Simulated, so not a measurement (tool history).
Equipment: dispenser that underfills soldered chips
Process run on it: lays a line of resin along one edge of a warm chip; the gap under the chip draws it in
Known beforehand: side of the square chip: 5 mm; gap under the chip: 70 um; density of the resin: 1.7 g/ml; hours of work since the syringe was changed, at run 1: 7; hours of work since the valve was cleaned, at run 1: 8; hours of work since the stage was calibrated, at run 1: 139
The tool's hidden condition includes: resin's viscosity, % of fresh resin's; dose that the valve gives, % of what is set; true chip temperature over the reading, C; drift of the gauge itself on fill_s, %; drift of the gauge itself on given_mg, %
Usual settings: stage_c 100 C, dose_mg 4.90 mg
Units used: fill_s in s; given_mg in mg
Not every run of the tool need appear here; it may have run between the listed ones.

run,day,stage_c,dose_mg,hours of work since the syringe was changed,hours of work since the valve was cleaned,hours of work since the stage was calibrated,fill_s,given_mg
1,0.000,100,4.90,7,8,139,16.3,4.875
# day 0.038: new syringe of resin
2,0.196,100,4.90,3,12,142,12.2,4.868
3,0.429,100,4.53,7,16,146,16.7,4.489
# day 0.475: new syringe of resin
4,0.650,114,4.90,3,19,149,8.5,4.869
5,0.842,114,4.90,6,22,153,11.0,4.862
# day 0.900: new syringe of resin
6,1.138,100,4.96,4,27,157,13.0,4.902
7,1.279,100,5.69,6,29,160,15.9,5.621
# day 1.329: new syringe of resin
8,1.517,100,5.69,3,33,164,12.1,5.621
# day 1.750: new syringe of resin
9,1.750,100,5.38,0,37,167,8.9,5.306
10,2.038,108,5.38,5,42,172,11.3,5.289
# day 2.117: dispensing valve cleaned and set on the balance
# day 2.221: new syringe of resin
11,2.254,108,5.38,1,2,175,8.7,5.376
12,2.575,100,4.90,6,8,180,15.8,4.876
# day 2.662: new syringe of resin
13,2.900,100,4.90,4,13,186,12.4,4.857
# day 3.096: new syringe of resin
14,3.238,100,5.26,2,18,191,11.2,5.203
# day 3.517: new syringe of resin
15,3.517,100,5.26,0,23,196,9.2,5.211
16,3.696,91,5.15,3,26,199,15.3,5.095
# day 3.950: new syringe of resin
17,4.008,91,5.15,1,31,204,12.5,5.078
18,4.325,85,5.41,6,37,209,25.2,5.313
# day 4.379: new syringe of resin
19,4.646,100,4.67,5,42,215,13.9,4.591
# day 4.742: dispensing valve cleaned and set on the balance
# day 4.850: new syringe of resin
20,4.850,102,4.67,0,2,217,8.9,4.687
21,5.067,102,4.67,4,5,221,12.2,4.677
22,5.254,96,4.90,7,8,224,19.4,4.891
# day 5.279: new syringe of resin
23,5.488,96,4.90,4,12,228,15.2,4.893
24,5.667,94,5.21,7,15,231,19.6,5.206

The next listed run, before its measurement:
# day 5.700: new syringe of resin
25,5.992,107,5.23,5,21,236,?,?

fill_s: 11.6 s
given_mg: 5.200 mg
Minus the tool's unlogged condition, the same run would have read fill_s 7.5 s, given_mg 5.233 mg.

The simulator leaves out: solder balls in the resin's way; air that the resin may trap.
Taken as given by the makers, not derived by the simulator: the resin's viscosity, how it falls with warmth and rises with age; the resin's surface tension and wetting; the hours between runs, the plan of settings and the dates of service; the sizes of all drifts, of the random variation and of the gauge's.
